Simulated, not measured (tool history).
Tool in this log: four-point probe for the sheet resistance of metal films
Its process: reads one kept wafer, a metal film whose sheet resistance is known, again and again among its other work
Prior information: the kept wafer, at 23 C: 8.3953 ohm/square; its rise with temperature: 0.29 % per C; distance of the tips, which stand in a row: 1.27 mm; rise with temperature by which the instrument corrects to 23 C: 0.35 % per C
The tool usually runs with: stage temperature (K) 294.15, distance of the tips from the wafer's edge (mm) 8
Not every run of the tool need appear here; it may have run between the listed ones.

| run | hour | stage temperature (K) | distance of the tips from the wafer's edge (mm) | sheet resistance as the instrument gives it (ohm/square) |
|---|---|---|---|---|
| 1 | 0.0 | 294.15 | 8 | 8.518884 |
| 2 | 83.8 | 297.15 | 8 | 8.505226 |
| 3 | 161.0 | 297.15 | 8 | 8.504703 |
| 4 | 246.9 | 294.15 | 8 | 8.518758 |
| 5 | 324.8 | 294.15 | 8 | 8.520773 |
| 6 | 410.9 | 294.15 | 8 | 8.517127 |
| 7 | 453.8 | 296.15 | 8 | 8.509285 |
| 8 | 522.5 | 296.15 | 8 | 8.509894 |
| 9 | 587.1 | 306.15 | 8 | 8.458985 |
| 10 | 669.5 | 306.15 | 8 | 8.459505 |
| 11 | 732.6 | 300.15 | 8 | 8.491986 |
| 12 | 770.6 | 294.15 | 8 | 8.517938 |
| 13 | 841.0 | 294.15 | 7 | 8.551192 |
| 14 | 923.5 | 293.15 | 8 | 8.524996 |
| 15 | 961.9 | 293.15 | 8 | 8.522210 |
| 16 | 1026.1 | 294.15 | 7 | 8.551643 |
| 17 | 1104.1 | 294.15 | 7 | 8.550133 |
| 18 | 1149.8 | 294.15 | 7 | 8.549809 |
| 19 | 1234.0 | 294.15 | 7 | 8.555039 |
| 20 | 1281.9 | 300.15 | 8 | 8.489236 |
| 21 | 1355.1 | 294.15 | 8 | 8.517710 |
| 22 | 1435.9 | 294.15 | 8 | 8.516843 |
| 23 | 1501.5 | 294.15 | 8 | 8.520490 |
| 24 | 1556.4 | 298.15 | 8 | 8.499896 |
| 25 | 1638.0 | 296.15 | 15 | 8.427595 |
| 26 | 1698.4 | 296.15 | 15 | 8.427195 |
| 27 | 1753.9 | 300.15 | 5 | 8.654434 |
| 28 | 1800.1 | 300.15 | 5 | 8.659944 |
| 29 | 1871.7 | 294.15 | 71 | 8.406970 |
| 30 | 1940.3 | 294.15 | 71 | 8.408996 |
| 31 | 2019.4 | 300.15 | 8 | 8.488682 |
| 32 | 2075.9 | 303.15 | 8 | 8.476913 |
| 33 | 2147.0 | 305.15 | 5 | 8.632149 |
|  | 2188.1 | new probe head fitted |
| 34 | 2198.9 | 293.15 | 8 | 8.523254 |
| 35 | 2283.3 | 292.15 | 5 | 8.698647 |
| 36 | 2328.6 | 292.15 | 5 | 8.695884 |
| 37 | 2405.1 | 293.15 | 16 | 8.439097 |
| 38 | 2483.9 | 293.15 | 16 | 8.441432 |
| 39 | 2558.4 | 293.15 | 16 | 8.440969 |
| 40 | 2621.8 | 293.15 | 16 | 8.439043 |
| 41 | 2679.4 | 293.15 | 16 | 8.437821 |
| 42 | 2723.8 | 293.15 | 16 | 8.436809 |
| 43 | 2776.0 | 293.15 | 16 | 8.439772 |
| 44 | 2856.3 | 304.15 | 8 | 8.470460 |

Predict each of these 5 candidate next runs independently; none follows another, all start after run 44:
| A | 2893.8 | 304.15 | 8 | ? |
| B | 2893.8 | 302.15 | 17 | ? |
| C | 2893.8 | 293.15 | 8 | ? |
| D | 2893.8 | 293.15 | 55 | ? |
| E | 2893.8 | 294.15 | 5 | ? |

| run | sheet resistance as the instrument gives it (ohm/square) |
|---|---|
| A | 8.468527 |
| B | 8.393239 |
| C | 8.523579 |
| D | 8.410873 |
| E | 8.687699 |
Stripped of hidden state, with their random variation kept, the same runs would have yielded:
| run | sheet resistance as the instrument gives it (ohm/square) |
|---|---|
| A | 8.468451 |
| B | 8.393165 |
| C | 8.523510 |
| D | 8.410804 |
| E | 8.687628 |
